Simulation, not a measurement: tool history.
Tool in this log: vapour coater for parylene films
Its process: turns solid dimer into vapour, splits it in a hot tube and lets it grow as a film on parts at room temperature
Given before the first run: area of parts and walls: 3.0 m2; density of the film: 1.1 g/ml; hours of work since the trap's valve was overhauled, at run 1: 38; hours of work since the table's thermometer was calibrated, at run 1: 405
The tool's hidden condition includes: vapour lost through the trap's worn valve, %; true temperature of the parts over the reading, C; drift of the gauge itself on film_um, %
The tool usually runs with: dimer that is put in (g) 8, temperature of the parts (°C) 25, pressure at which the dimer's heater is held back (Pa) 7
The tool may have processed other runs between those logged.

run   hour  dimer that is put in (g)  temperature of the parts (°C)  pressure at which the dimer's heater is held back (Pa)  hours of work since the trap's valve was overhauled  hours of work since the table's thermometer was calibrated  thickness of the film (nm)
  1      0                         8                             25                                                       7                                                   38                                                         405                        1365
  2    9.1                         8                             25                                                     4.8                                                   44                                                         411                        1454
  3   25.3                         8                             25                                                     4.8                                                   54                                                         421                        1461
  4   36.8                         8                             25                                                       7                                                   61                                                         429                        1364
  5   46.4                         8                             25                                                       7                                                   68                                                         435                        1372
  6   57.1                         8                             25                                                       7                                                   74                                                         442                        1374
  7   69.7                         7                             25                                                       7                                                   82                                                         450                        1206
  8   79.7                         8                             26                                                       7                                                   89                                                         456                        1329
  9   98.3                         8                             26                                                       7                                                  101                                                         468                        1339
 10  111.9                         8                             26                                                       7                                                  109                                                         476                        1339
 11  127.2                        11                             26                                                       7                                                  119                                                         486                        1830
 12  140.4                        11                             26                                                       7                                                  127                                                         495                        1840
 13  150.1                        11                             26                                                       7                                                  134                                                         501                        1839
 14  163.2                        11                             26                                                       7                                                  142                                                         509                        1848
 15  172.3                         8                             37                                                       7                                                  148                                                         515                         949
 16  184.1                         8                             37                                                       7                                                  155                                                         522                         942
 17  201.8                         8                             37                                                       7                                                  166                                                         534                         941
 18  214.9                         8                             37                                                       7                                                  175                                                         542                         949
     218.8  -- gauge calibrated
 19  232.1                         8                             25                                                       7                                                  186                                                         553                        1361
 20  245.5                         8                             25                                                       7                                                  194                                                         562                        1368
 21  263.2                         8                             25                                                       7                                                  206                                                         573                        1378
 22  277.7                         9                             22                                                    8.76                                                  215                                                         582                        1629
 23    296                         8                             25                                                    7.17                                                  226                                                         594                        1370
 24  315.4                         5                             25                                                    2.98                                                  239                                                         606                         994
 25  329.5                        13                             25                                                    2.06                                                  248                                                         615                        2753
 26  337.8                        12                             26                                                    8.97                                                  253                                                         620                        1922
     344.7  -- trap's valve overhauled
 27  357.1                         4                             33                                                    2.01                                                    8                                                         630                         669
 28  371.2                         4                             31                                                    8.07                                                   17                                                         639                         553
 29  385.1                         4                             30                                                       7                                                   26                                                         648                         596
 30  398.1                         4                             30                                                       7                                                   34                                                         656                         590
 31  407.8                         4                             30                                                       7                                                   40                                                         662                         585
 32  418.8                         4                             30                                                       7                                                   47                                                         669                         595
 33  432.3                         4                             30                                                       7                                                   56                                                         678                         603
 34  440.6                         4                             30                                                       7                                                   61                                                         683                         590
 35  458.5                         4                             30                                                       7                                                   72                                                         695                         594
 36  471.5                         4                             30                                                       7                                                   81                                                         703                         595
 37  482.7                         8                             33                                                    5.82                                                   88                                                         710                        1118
 38  496.7                         8                             33                                                    5.82                                                   97                                                         719                        1116
     500.2  -- gauge calibrated
 39  514.2                         8                             33                                                    5.82                                                  108                                                         730                        1094
 40    524                        12                             33                                                    2.54                                                  114                                                         736                        1887
 41  534.7                         8                             25                                                    7.46                                                  121                                                         743                        1344
 42  552.6                         8                             25                                                    7.46                                                  132                                                         755                        1361

Below are 5 alternative next runs, each starting from the tool's condition after run 42. Predict each:
  A  561.2                         8                             20                                                       7                                                  138                                                         760                           ?
  B  561.2                         4                             28                                                    7.46                                                  138                                                         760                           ?
  C  561.2                         3                             31                                                    3.97                                                  138                                                         760                           ?
  D  561.2                         3                             29                                                    2.87                                                  138                                                         760                           ?
  E  561.2                         5                             24                                                    7.46                                                  138                                                         760                           ?

run  thickness of the film (nm)
  A                        1608
  B                         619
  C                         462
  D                         521
  E                         871
Without the tool's unlogged condition, the same runs would have read:
run  thickness of the film (nm)
  A                        1602
  B                         617
  C                         460
  D                         518
  E                         868
